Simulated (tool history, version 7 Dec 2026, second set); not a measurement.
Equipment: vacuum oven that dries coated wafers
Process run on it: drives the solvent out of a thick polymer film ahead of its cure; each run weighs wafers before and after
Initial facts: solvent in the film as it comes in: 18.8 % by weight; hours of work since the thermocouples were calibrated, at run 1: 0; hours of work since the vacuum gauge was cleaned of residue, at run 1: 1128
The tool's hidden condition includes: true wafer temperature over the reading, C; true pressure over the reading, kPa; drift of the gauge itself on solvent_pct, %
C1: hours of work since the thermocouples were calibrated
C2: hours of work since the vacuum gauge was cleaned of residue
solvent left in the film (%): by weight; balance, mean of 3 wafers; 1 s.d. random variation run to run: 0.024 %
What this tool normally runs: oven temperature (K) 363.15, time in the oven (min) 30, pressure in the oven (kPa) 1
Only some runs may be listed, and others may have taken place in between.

Run 1, hour 0: usual settings; C1 0; C2 1128. Result: solvent left in the film (%) 4.21.
Run 2, hour 27.8: usual settings; C1 12; C2 1140. Result: solvent left in the film (%) 4.24.
Run 3, hour 78: usual settings; C1 35; C2 1163. Result: solvent left in the film (%) 4.22.
Run 4, hour 117.9: usual settings; C1 52; C2 1181. Result: solvent left in the film (%) 4.18.
Run 5, hour 158.1: usual settings; C1 70; C2 1198. Result: solvent left in the film (%) 4.19.
Run 6, hour 217.4: usual settings; C1 97; C2 1225. Result: solvent left in the film (%) 4.18.
Run 7, hour 256.6: usual settings; C1 114; C2 1242. Result: solvent left in the film (%) 4.16.
Run 8, hour 289.2: usual settings; C1 129; C2 1257. Result: solvent left in the film (%) 4.19.
Run 9, hour 334.6: usual settings but oven temperature (K) 373.15; C1 149; C2 1277. Result: solvent left in the film (%) 1.23.
Run 10, hour 400.3: usual settings but time in the oven (min) 15; C1 178; C2 1306. Result: solvent left in the film (%) 7.84.
Run 11, hour 453.2: usual settings but oven temperature (K) 369.15; C1 202; C2 1330. Result: solvent left in the film (%) 2.07.
Run 12, hour 515.4: usual settings but pressure in the oven (kPa) 1.74; C1 229; C2 1357. Result: solvent left in the film (%) 4.24.
Run 13, hour 558.3: usual settings but pressure in the oven (kPa) 1.74; C1 248; C2 1376. Result: solvent left in the film (%) 4.23.
Run 14, hour 623: usual settings but pressure in the oven (kPa) 1.74; C1 277; C2 1405. Result: solvent left in the film (%) 4.27.
Run 15, hour 680.8: usual settings but pressure in the oven (kPa) 1.74; C1 303; C2 1431. Result: solvent left in the film (%) 4.21.
Run 16, hour 720.6: usual settings; C1 320; C2 1449. Result: solvent left in the film (%) 4.01.
Run 17, hour 774.2: usual settings but pressure in the oven (kPa) 1.85; C1 344; C2 1472. Result: solvent left in the film (%) 4.22.
Run 18, hour 836.7: usual settings but pressure in the oven (kPa) 3.69; C1 372; C2 1500. Result: solvent left in the film (%) 4.66.
Run 19, hour 866.2: usual settings but pressure in the oven (kPa) 3.69; C1 385; C2 1513. Result: solvent left in the film (%) 4.62.
Run 20, hour 925.5: usual settings; C1 411; C2 1540. Result: solvent left in the film (%) 3.99.
Run 21, hour 984.7: usual settings; C1 438; C2 1566. Result: solvent left in the film (%) 3.95.
Run 22, hour 1041: usual settings; C1 463; C2 1591. Result: solvent left in the film (%) 3.94.
Run 23, hour 1104.5: usual settings but oven temperature (K) 361.15, time in the oven (min) 50, pressure in the oven (kPa) 0.66; C1 491; C2 1619. Result: solvent left in the film (%) 2.2.
Run 24, hour 1157.9: usual settings but time in the oven (min) 45; C1 515; C2 1643. Result: solvent left in the film (%) 2.11.
Run 25, hour 1215.9: usual settings but oven temperature (K) 375.15, time in the oven (min) 17, pressure in the oven (kPa) 3; C1 541; C2 1669. Result: solvent left in the film (%) 2.83.
Run 26, hour 1282.2: usual settings but time in the oven (min) 52; C1 570; C2 1698. Result: solvent left in the film (%) 1.59.
Run 27, hour 1320.9: usual settings but oven temperature (K) 371.15, time in the oven (min) 18, pressure in the oven (kPa) 1.31; C1 587; C2 1715. Result: solvent left in the film (%) 3.55.
Run 28, hour 1377.5: usual settings but pressure in the oven (kPa) 0.87; C1 612; C2 1741. Result: solvent left in the film (%) 3.79.
Run 29, hour 1410.5: usual settings but pressure in the oven (kPa) 0.87; C1 627; C2 1755. Result: solvent left in the film (%) 3.8.
Run 30, hour 1444.4: usual settings but pressure in the oven (kPa) 0.87; C1 642; C2 1770. Result: solvent left in the film (%) 3.8.
Run 31, hour 1483.3: usual settings but oven temperature (K) 369.15, pressure in the oven (kPa) 0.87; C1 660; C2 1788. Result: solvent left in the film (%) 1.87.
Run 32, hour 1511: usual settings but oven temperature (K) 369.15, pressure in the oven (kPa) 0.87; C1 672; C2 1800. Result: solvent left in the film (%) 1.87.
Run 33, hour 1558.8: usual settings but oven temperature (K) 358.15, pressure in the oven (kPa) 0.74; C1 693; C2 1821. Result: solvent left in the film (%) 5.72.
Run 34, hour 1602.7: usual settings but pressure in the oven (kPa) 1.91; C1 713; C2 1841. Result: solvent left in the film (%) 3.94.
Run 35, hour 1641.2: usual settings but oven temperature (K) 361.15, time in the oven (min) 39, pressure in the oven (kPa) 3.4; C1 730; C2 1858. Result: solvent left in the film (%) 3.86.
Run 36, hour 1706.8: usual settings but oven temperature (K) 361.15, time in the oven (min) 39, pressure in the oven (kPa) 3.4; C1 759; C2 1887. Result: solvent left in the film (%) 3.79.
At hour 1774.6: oven's thermocouples calibrated.
Run 37, hour 1774.6: usual settings but oven temperature (K) 361.15, time in the oven (min) 39, pressure in the oven (kPa) 3.4; C1 0; C2 1916. Result: solvent left in the film (%) 4.36.
Run 38, hour 1825.9: usual settings but oven temperature (K) 349.15, time in the oven (min) 19; C1 23; C2 1939. Result: solvent left in the film (%) 11.69.
Run 39, hour 1882: usual settings but oven temperature (K) 352.15, time in the oven (min) 27, pressure in the oven (kPa) 3.8; C1 48; C2 1964. Result: solvent left in the film (%) 9.92.
Run 40, hour 1916.6: usual settings but time in the oven (min) 24, pressure in the oven (kPa) 2.54; C1 63; C2 1979. Result: solvent left in the film (%) 5.72.
Run 41, hour 1974.4: usual settings but time in the oven (min) 27, pressure in the oven (kPa) 2.8; C1 89; C2 2005. Result: solvent left in the film (%) 5.2.
Run 42, hour 2038.9: usual settings but time in the oven (min) 27, pressure in the oven (kPa) 2.8; C1 118; C2 2034. Result: solvent left in the film (%) 5.22.
Run 43, hour 2099.3: usual settings but time in the oven (min) 27, pressure in the oven (kPa) 2.8; C1 144; C2 2061. Result: solvent left in the film (%) 5.14.

Below, each run's measurement less what the same run would have read without the hidden state. Both values contain the same run-to-run variation, but the gauge's scatter may not be the same in both:
run  solvent left in the film (%)
  1                         +0.04
  2                         +0.04
  3                         +0.02
  4                         +0.01
  5                            +0
  6                         -0.02
  7                         -0.03
  8                         -0.04
  9                            +0
 10                         -0.08
 11                         -0.05
 12                         -0.11
 13                         -0.11
 14                         -0.14
 15                         -0.16
 16                         -0.17
 17                         -0.18
 18                          -0.2
 19                         -0.21
 20                         -0.22
 21                         -0.23
 22                         -0.25
 23                         -0.18
 24                         -0.18
 25                         -0.25
 26                         -0.15
 27                         -0.32
 28                         -0.35
 29                         -0.35
 30                         -0.36
 31                         -0.25
 32                         -0.25
 33                         -0.44
 34                         -0.41
 35                          -0.4
 36                         -0.42
 37                         +0.09
 38                         +0.07
 39                         +0.05
 40                         +0.03
 41                         +0.01
 42                         -0.01
 43                         -0.03

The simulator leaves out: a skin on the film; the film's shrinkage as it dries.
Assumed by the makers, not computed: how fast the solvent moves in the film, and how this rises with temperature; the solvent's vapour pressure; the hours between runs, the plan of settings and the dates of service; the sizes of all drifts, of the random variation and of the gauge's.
